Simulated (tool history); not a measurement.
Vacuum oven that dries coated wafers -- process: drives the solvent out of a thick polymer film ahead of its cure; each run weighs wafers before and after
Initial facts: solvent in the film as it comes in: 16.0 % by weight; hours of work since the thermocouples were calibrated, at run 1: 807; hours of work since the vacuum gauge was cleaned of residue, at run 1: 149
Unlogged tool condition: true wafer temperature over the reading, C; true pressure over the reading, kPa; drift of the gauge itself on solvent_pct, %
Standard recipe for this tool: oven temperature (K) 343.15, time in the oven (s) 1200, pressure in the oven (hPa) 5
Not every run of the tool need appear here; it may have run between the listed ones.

run	hour	oven temperature (K)	time in the oven (s)	pressure in the oven (hPa)	hours of work since the thermocouples were calibrated	hours of work since the vacuum gauge was cleaned of residue	solvent left in the film (%)
1	0	343.15	1200	5	807	149	1.07
2	14.3	343.15	1200	5	813	155	1.12
3	27.3	343.15	1200	5	818	160	1.07
4	36.1	343.15	1200	4.66	822	164	1.04
5	48.1	343.15	1200	4.66	827	169	1.03
6	61.5	343.15	1740	5	832	174	0.56
7	72.5	343.15	1200	7.08	837	179	1.29
8	92.7	343.15	1200	7.08	845	187	1.24
9	104.7	333.15	1200	5	850	192	3.21
10	114.8	343.15	900	5	854	196	1.85
11	131.9	343.15	1200	5	861	203	1.01
12	152	343.15	1200	5	869	211	1.12
13	168.4	354.15	1200	5	876	218	0.3
14	182.7	354.15	1200	5	882	224	0.29
15	191.1	354.15	1200	5	885	227	0.32
16	203.5	355.15	1200	5	890	232	0.31
17	217	355.15	1200	5	896	238	0.3
18	230.5	355.15	1200	5	902	243	0.35
19	239.5	340.15	1200	5	905	247	1.58
20	248.1	340.15	1200	5	909	251	1.55

Run 21 comes next. What will it give?
21	266.3	343.15	840	13.11	916	258	?

{"run 21": {"solvent left in the film (%)": 2.63}}
The same run, on a tool lacking any hidden state, would have yielded solvent left in the film (%) 2.89.

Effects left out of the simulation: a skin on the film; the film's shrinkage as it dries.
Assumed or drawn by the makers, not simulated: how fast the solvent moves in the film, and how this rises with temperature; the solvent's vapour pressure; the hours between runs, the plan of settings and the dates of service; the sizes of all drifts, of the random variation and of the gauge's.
